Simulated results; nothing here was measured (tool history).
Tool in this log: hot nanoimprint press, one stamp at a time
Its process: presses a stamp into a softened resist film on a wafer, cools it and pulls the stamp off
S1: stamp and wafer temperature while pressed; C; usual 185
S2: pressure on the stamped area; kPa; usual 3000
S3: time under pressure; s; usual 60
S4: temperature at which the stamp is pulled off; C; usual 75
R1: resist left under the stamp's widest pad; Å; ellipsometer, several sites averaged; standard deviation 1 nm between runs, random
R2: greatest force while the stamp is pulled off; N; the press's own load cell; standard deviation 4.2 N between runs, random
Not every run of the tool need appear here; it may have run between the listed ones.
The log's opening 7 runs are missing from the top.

{"run": 8, "hour": 156.8, "S1": 185, "S2": 3000, "S3": 60, "S4": 75, "R1": 1445, "R2": 202}
{"run": 9, "hour": 185.4, "S1": 185, "S2": 3000, "S3": 60, "S4": 75, "R1": 1438, "R2": 202}
{"run": 10, "hour": 203.1, "S1": 185, "S2": 3000, "S3": 60, "S4": 75, "R1": 1445, "R2": 205}
{"run": 11, "hour": 231.8, "S1": 185, "S2": 3000, "S3": 60, "S4": 75, "R1": 1452, "R2": 207}
{"run": 12, "hour": 256.7, "S1": 185, "S2": 3000, "S3": 41, "S4": 75, "R1": 1630, "R2": 200}
{"run": 13, "hour": 290.1, "S1": 185, "S2": 3000, "S3": 41, "S4": 75, "R1": 1623, "R2": 206}
{"run": 14, "hour": 321.6, "S1": 185, "S2": 3000, "S3": 41, "S4": 75, "R1": 1620, "R2": 212}
{"run": 15, "hour": 338.2, "S1": 185, "S2": 3000, "S3": 41, "S4": 75, "R1": 1629, "R2": 200}
{"run": 16, "hour": 357.2, "S1": 185, "S2": 3000, "S3": 41, "S4": 75, "R1": 1614, "R2": 208}
{"run": 17, "hour": 389.4, "S1": 185, "S2": 3000, "S3": 41, "S4": 75, "R1": 1642, "R2": 200}
{"run": 18, "hour": 410.4, "S1": 185, "S2": 3000, "S3": 41, "S4": 75, "R1": 1633, "R2": 208}
{"run": 19, "hour": 442.4, "S1": 185, "S2": 3000, "S3": 68, "S4": 71, "R1": 1414, "R2": 232}
{"hour": 453.3, "done": "press's hydraulic seals changed and the load cell set to zero"}
{"hour": 472.1, "done": "stamp cleaned and given a new release coat"}
{"run": 20, "hour": 476.0, "S1": 185, "S2": 3000, "S3": 68, "S4": 71, "R1": 1388, "R2": 234}
{"run": 21, "hour": 503.8, "S1": 174, "S2": 3000, "S3": 37, "S4": 75, "R1": 2126, "R2": 198}
{"run": 22, "hour": 525.7, "S1": 174, "S2": 3000, "S3": 37, "S4": 75, "R1": 2134, "R2": 202}
{"run": 23, "hour": 551.1, "S1": 187, "S2": 3000, "S3": 86, "S4": 68, "R1": 1185, "R2": 240}
{"run": 24, "hour": 583.1, "S1": 187, "S2": 3000, "S3": 86, "S4": 68, "R1": 1180, "R2": 249}
{"run": 25, "hour": 609.3, "S1": 187, "S2": 3000, "S3": 86, "S4": 68, "R1": 1210, "R2": 247}
{"run": 26, "hour": 623.3, "S1": 177, "S2": 3000, "S3": 89, "S4": 75, "R1": 1664, "R2": 207}
{"run": 27, "hour": 651.8, "S1": 192, "S2": 2110, "S3": 30, "S4": 79, "R1": 1611, "R2": 180}
{"run": 28, "hour": 680.3, "S1": 192, "S2": 2110, "S3": 30, "S4": 79, "R1": 1605, "R2": 177}
{"run": 29, "hour": 708.0, "S1": 194, "S2": 2110, "S3": 30, "S4": 79, "R1": 1521, "R2": 179}
{"run": 30, "hour": 729.4, "S1": 194, "S2": 2110, "S3": 91, "S4": 79, "R1": 1028, "R2": 174}
{"run": 31, "hour": 749.0, "S1": 183, "S2": 3610, "S3": 60, "S4": 76, "R1": 1454, "R2": 204}

Here are 3 independent what-if runs from the current tool condition. What would each one return?
{"run": "A", "hour": 780.6, "S1": 185, "S2": 3000, "S3": 60, "S4": 74, "R1": "?", "R2": "?"}
{"run": "B", "hour": 780.6, "S1": 173, "S2": 3170, "S3": 60, "S4": 75, "R1": "?", "R2": "?"}
{"run": "C", "hour": 780.6, "S1": 195, "S2": 4450, "S3": 60, "S4": 76, "R1": "?", "R2": "?"}

run=A R1=1452 R2=202
run=B R1=2035 R2=212
run=C R1=840 R2=196
Take away the tool's hidden state, keep each run's random variation, and the runs would have read:
run=A R1=1450 R2=201
run=B R1=2032 R2=211
run=C R1=839 R2=195
